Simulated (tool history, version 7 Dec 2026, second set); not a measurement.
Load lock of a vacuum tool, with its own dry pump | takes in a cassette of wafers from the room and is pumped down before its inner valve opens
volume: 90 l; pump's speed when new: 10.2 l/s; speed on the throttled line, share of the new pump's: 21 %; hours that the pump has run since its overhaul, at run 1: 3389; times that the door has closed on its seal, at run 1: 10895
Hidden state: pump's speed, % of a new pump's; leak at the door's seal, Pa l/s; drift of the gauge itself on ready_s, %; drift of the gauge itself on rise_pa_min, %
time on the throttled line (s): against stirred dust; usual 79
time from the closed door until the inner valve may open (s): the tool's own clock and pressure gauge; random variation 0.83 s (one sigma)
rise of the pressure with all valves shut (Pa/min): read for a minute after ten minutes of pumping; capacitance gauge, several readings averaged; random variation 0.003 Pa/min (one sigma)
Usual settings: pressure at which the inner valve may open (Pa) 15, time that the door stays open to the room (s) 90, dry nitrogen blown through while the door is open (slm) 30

| run | hour | time on the throttled line (s) | pressure at which the inner valve may open (Pa) | time that the door stays open to the room (s) | dry nitrogen blown through while the door is open (slm) | hours that the pump has run since its overhaul | times that the door has closed on its seal | incoming humidity of the room's air, % | time from the closed door until the inner valve may open (s) | rise of the pressure with all valves shut (Pa/min) |
|---|---|---|---|---|---|---|---|---|---|---|
| 1 | 0.0 | 79 | 15 | 90 | 30 | 3389 | 10895 | 45.7 | 140.6 | 0.047 |
| 2 | 148.5 | 79 | 15 | 61 | 30 | 3538 | 11559 | 47.6 | 141.4 | 0.044 |
| 3 | 310.0 | 79 | 15 | 27 | 30 | 3699 | 12282 | 41.0 | 142.8 | 0.033 |
| 4 | 401.7 | 79 | 15 | 27 | 30 | 3791 | 12692 | 43.9 | 141.8 | 0.032 |
| 5 | 570.5 | 79 | 15 | 84 | 30 | 3960 | 13447 | 44.3 | 142.3 | 0.059 |
| 6 | 677.8 | 79 | 15 | 84 | 30 | 4067 | 13927 | 46.2 | 141.5 | 0.049 |
| 7 | 799.3 | 79 | 15 | 84 | 30 | 4188 | 14471 | 42.5 | 140.0 | 0.050 |
| 8 | 952.6 | 79 | 15 | 90 | 28 | 4342 | 15156 | 47.1 | 141.7 | 0.055 |
| 9 | 1101.5 | 79 | 15 | 90 | 28 | 4491 | 15823 | 49.6 | 140.2 | 0.063 |
| 10 | 1206.1 | 79 | 15 | 90 | 28 | 4595 | 16291 | 45.7 | 141.8 | 0.056 |
| 11 | 1320.8 | 79 | 15 | 90 | 28 | 4710 | 16804 | 45.2 | 144.2 | 0.056 |
| 12 | 1434.5 | 116 | 25 | 154 | 12 | 4824 | 17312 | 46.1 | 166.5 | 0.096 |
| 13 | 1589.8 | 116 | 25 | 154 | 12 | 4979 | 18007 | 47.5 | 164.5 | 0.100 |
| 14 | 1750.9 | 122 | 28 | 136 | 7 | 5140 | 18728 | 49.6 | 171.8 | 0.110 |
| 15 | 1870.6 | 79 | 11 | 27 | 7 | 5260 | 19263 | 45.6 | 144.5 | 0.062 |
| 16 | 2019.2 | 79 | 23 | 90 | 29 | 5408 | 19928 | 44.1 | 140.5 | 0.061 |
| 17 | 2137.2 | 74 | 13 | 113 | 30 | 5526 | 20456 | 46.3 | 138.8 | 0.068 |
| 18 | 2223.1 | 61 | 13 | 53 | 30 | 5612 | 20840 | 45.3 | 129.9 | 0.053 |
| 19 | 2406.1 | 79 | 20 | 90 | 33 | 5795 | 21659 | 44.6 | 139.1 | 0.061 |
| 20 | 2537.1 | 131 | 14 | 154 | 10 | 5926 | 22245 | 41.4 | 182.8 | 0.108 |
| 21 | 2709.6 | 62 | 15 | 90 | 30 | 6099 | 23017 | 44.0 | 129.0 | 0.066 |
| 22 | 2891.1 | 62 | 28 | 90 | 39 | 6280 | 23829 | 47.2 | 124.3 | 0.069 |

4 ways to go on from here, each from the tool as it stands after run 22. What would each give?
| A | 3072.9 | 79 | 15 | 106 | 10 | 6462 | 24642 | 46.5 | ? | ? |
| B | 3072.9 | 52 | 28 | 90 | 39 | 6462 | 24642 | 45.4 | ? | ? |
| C | 3072.9 | 62 | 26 | 30 | 19 | 6462 | 24642 | 45.1 | ? | ? |
| D | 3072.9 | 62 | 28 | 158 | 11 | 6462 | 24642 | 39.6 | ? | ? |

| run | time from the closed door until the inner valve may open (s) | rise of the pressure with all valves shut (Pa/min) |
|---|---|---|
| A | 144.1 | 0.107 |
| B | 115.1 | 0.068 |
| C | 123.1 | 0.060 |
| D | 123.6 | 0.106 |
Without the tool's hidden state the same runs would have given:
| run | time from the closed door until the inner valve may open (s) | rise of the pressure with all valves shut (Pa/min) |
|---|---|---|
| A | 142.6 | 0.065 |
| B | 113.6 | 0.027 |
| C | 121.7 | 0.018 |
| D | 122.2 | 0.064 |
